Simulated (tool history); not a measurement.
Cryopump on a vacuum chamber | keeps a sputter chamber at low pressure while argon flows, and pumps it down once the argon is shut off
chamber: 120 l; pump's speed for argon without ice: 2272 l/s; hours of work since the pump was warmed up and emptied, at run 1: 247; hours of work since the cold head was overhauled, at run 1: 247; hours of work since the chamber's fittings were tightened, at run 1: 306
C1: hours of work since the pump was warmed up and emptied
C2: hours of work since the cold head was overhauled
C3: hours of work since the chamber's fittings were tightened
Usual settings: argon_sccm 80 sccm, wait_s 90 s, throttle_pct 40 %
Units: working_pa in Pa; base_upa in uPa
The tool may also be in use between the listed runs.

run 1 hour=0 | argon_sccm=80 wait_s=90 throttle_pct=40 | C1=247 C2=247 C3=306 | working_pa=0.1522 base_upa=0.64
run 2 hour=17.3 | argon_sccm=61 wait_s=90 throttle_pct=40 | C1=258 C2=258 C3=317 | working_pa=0.1164 base_upa=0.67
run 3 hour=43.9 | argon_sccm=61 wait_s=90 throttle_pct=40 | C1=273 C2=273 C3=332 | working_pa=0.1158 base_upa=0.64
run 4 hour=80.3 | argon_sccm=93 wait_s=90 throttle_pct=40 | C1=295 C2=295 C3=354 | working_pa=0.1798 base_upa=0.69
run 5 hour=104.1 | argon_sccm=80 wait_s=129 throttle_pct=40 | C1=309 C2=309 C3=368 | working_pa=0.1527 base_upa=0.61
run 6 hour=131.4 | argon_sccm=80 wait_s=90 throttle_pct=40 | C1=325 C2=325 C3=384 | working_pa=0.1539 base_upa=0.69
run 7 hour=166.2 | argon_sccm=80 wait_s=90 throttle_pct=40 | C1=346 C2=346 C3=405 | working_pa=0.1529 base_upa=0.71
run 8 hour=200 | argon_sccm=80 wait_s=48 throttle_pct=18 | C1=366 C2=366 C3=425 | working_pa=0.3365 base_upa=1.01
run 9 hour=226 | argon_sccm=80 wait_s=90 throttle_pct=59 | C1=382 C2=382 C3=441 | working_pa=0.1061 base_upa=0.74
run 10 hour=262.7 | argon_sccm=95 wait_s=25 throttle_pct=32 | C1=404 C2=404 C3=462 | working_pa=0.2282 base_upa=1.49
run 11 hour=289.5 | argon_sccm=95 wait_s=25 throttle_pct=32 | C1=419 C2=419 C3=478 | working_pa=0.2284 base_upa=1.54
run 12 hour=323.2 | argon_sccm=133 wait_s=61 throttle_pct=40 | C1=440 C2=440 C3=498 | working_pa=0.2582 base_upa=0.9
run 13 hour=341.4 | argon_sccm=153 wait_s=76 throttle_pct=42 | C1=450 C2=450 C3=509 | working_pa=0.2816 base_upa=0.82
run 14 hour=374.4 | argon_sccm=153 wait_s=76 throttle_pct=42 | C1=470 C2=470 C3=529 | working_pa=0.2832 base_upa=0.82

4 ways to go on from here, each from the tool as it stands after run 14. What would each give?
run A hour=389.8 | argon_sccm=59 wait_s=76 throttle_pct=20 | C1=479 C2=479 C3=538 | working_pa=? base_upa=?
run B hour=389.8 | argon_sccm=42 wait_s=90 throttle_pct=40 | C1=479 C2=479 C3=538 | working_pa=? base_upa=?
run C hour=389.8 | argon_sccm=96 wait_s=35 throttle_pct=40 | C1=479 C2=479 C3=538 | working_pa=? base_upa=?
run D hour=389.8 | argon_sccm=150 wait_s=148 throttle_pct=23 | C1=479 C2=479 C3=538 | working_pa=? base_upa=?

run=A working_pa=0.2239 base_upa=0.84
run=B working_pa=0.0805 base_upa=0.81
run=C working_pa=0.1851 base_upa=1.26
run=D working_pa=0.4984 base_upa=0.67
Without the tool's hidden state the same runs would have given:
run=A working_pa=0.2191 base_upa=0.47
run=B working_pa=0.0771 base_upa=0.44
run=C working_pa=0.1774 base_upa=0.9
run=D working_pa=0.4863 base_upa=0.3
